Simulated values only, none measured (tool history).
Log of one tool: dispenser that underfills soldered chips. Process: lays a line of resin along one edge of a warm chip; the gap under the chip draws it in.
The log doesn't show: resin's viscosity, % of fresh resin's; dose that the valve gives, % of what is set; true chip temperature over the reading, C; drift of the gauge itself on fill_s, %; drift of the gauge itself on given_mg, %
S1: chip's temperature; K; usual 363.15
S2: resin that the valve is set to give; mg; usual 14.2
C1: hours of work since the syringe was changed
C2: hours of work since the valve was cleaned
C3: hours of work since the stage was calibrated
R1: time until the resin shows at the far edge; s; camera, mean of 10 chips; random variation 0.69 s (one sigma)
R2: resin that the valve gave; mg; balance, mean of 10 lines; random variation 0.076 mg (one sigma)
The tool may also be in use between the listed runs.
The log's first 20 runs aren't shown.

run   hour      S1    S2  C1   C2   C3     R1     R2
 21   72.9  368.15  12.6   7  119  111   76.9  12.04
      74.8  -- new syringe of resin
 22   75.6  369.15    13   1  121  113   47.9   12.3
 23   79.4  369.15    13   3  124  115   57.8  12.27
      83.1  -- dispensing valve cleaned and set on the balance
 24   83.6  372.15  12.5   6    0  118   58.9  12.54
      87.7  -- new syringe of resin
 25   88.2  356.15  13.3   0    4  121   81.8  13.32
 26   90.4  366.15  15.2   2    5  122   59.1  15.17
 27   92.9  363.15  13.4   4    7  124   73.9  13.31
 28   95.5  370.15  17.5   6    9  126   63.7  17.23
      99.3  -- new syringe of resin
 29   99.4  370.15  17.5   0   12  129   44.3   17.2
 30  101.8  370.15  17.5   2   13  131   49.5  17.49
 31  106.8  351.15  15.1   5   17  134  138.3  14.85
     110.9  -- new syringe of resin
 32  112.1  373.15    13   1   21  138   42.7  12.81
 33  115.9  366.15  16.2   4   23  141   64.3  16.08
 34  120.1  366.15  16.2   7   26  144   78.5   15.9
     122.4  -- new syringe of resin
 35  123.1  368.15  15.7   0   28  146     49  15.52
 36    126  368.15  15.5   3   31  148   56.3  15.27

Forecast each of these 3 alternatives for the next run:
  A  128.1  369.15    16   4  32  149   ?   ?
  B  128.1  359.15  14.8   4  32  149   ?   ?
  C  128.1  368.15  14.8   4  32  149   ?   ?

run    R1     R2
  A  59.7  15.78
  B  89.6  14.74
  C  62.5  14.49
Without the tool's hidden state the same runs would have given:
run    R1     R2
  A  48.8  16.03
  B  73.2  14.97
  C  50.8  14.72
